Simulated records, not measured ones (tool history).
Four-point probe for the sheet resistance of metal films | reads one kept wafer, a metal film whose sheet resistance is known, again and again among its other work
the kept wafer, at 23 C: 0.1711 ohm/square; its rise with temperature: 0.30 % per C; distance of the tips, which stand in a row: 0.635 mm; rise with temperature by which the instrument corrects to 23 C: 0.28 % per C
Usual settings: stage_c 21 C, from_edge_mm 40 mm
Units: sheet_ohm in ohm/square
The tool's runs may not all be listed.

run	hour	stage_c	from_edge_mm	sheet_ohm
1	0	21	40	0.171114
2	38.4	21	40	0.171034
3	80.6	21	40	0.171029
4	124.5	21	31	0.171031
5	175.5	24	40	0.171091
6	236.4	21	40	0.171083
7	264	21	40	0.171046
8	323	21	40	0.171088
9	382	21	40	0.170976
10	418.2	21	40	0.171066
11	450.7	21	40	0.171076
12	495.1	21	40	0.171058
13	532.3	21	40	0.171064
14	576.7	21	40	0.171069
15	638.1	21	40	0.171055
16	669.5	19	40	0.17097
17	707.9	22	40	0.171047
18	753.3	22	40	0.171108
# hour 766.8: stage's thermometer calibrated
19	798.1	22	40	0.171107
20	856.9	21	40	0.17103
21	895.7	19	40	0.170935
22	944.5	19	4	0.173237
23	1002.1	19	4	0.173267
24	1038.9	20	4	0.173269
25	1087.7	20	4	0.173279
26	1146.4	20	17	0.171051
27	1202.7	20	17	0.171118
28	1245.2	21	7	0.171757
29	1286.5	29	14	0.171444
30	1334.7	22	14	0.171229
31	1384.5	21	5	0.172531
32	1440.1	21	5	0.172479
33	1490.7	21	5	0.172489
34	1542.8	32	40	0.171442
35	1599.7	32	40	0.171426
36	1638.1	19	20	0.171081
37	1690.6	23	63	0.171134
38	1719.2	29	40	0.171325
39	1746.1	18	40	0.170952
40	1775	25	7	0.171919
41	1819.3	21	3	0.175078
42	1872.7	23	3	0.175146
43	1914.5	23	3	0.1751
44	1948.6	33	20	0.171543
45	1980.2	32	31	0.171405
46	2022.7	32	31	0.171456

Forecast each of these 3 alternatives for the next run:
A	2069.4	31	31	?
B	2069.4	32	13	?
C	2069.4	20	7	?

run	sheet_ohm
A	0.171385
B	0.171667
C	0.171747
Without the tool's hidden state the same runs would have given:
run	sheet_ohm
A	0.171385
B	0.171667
C	0.171747
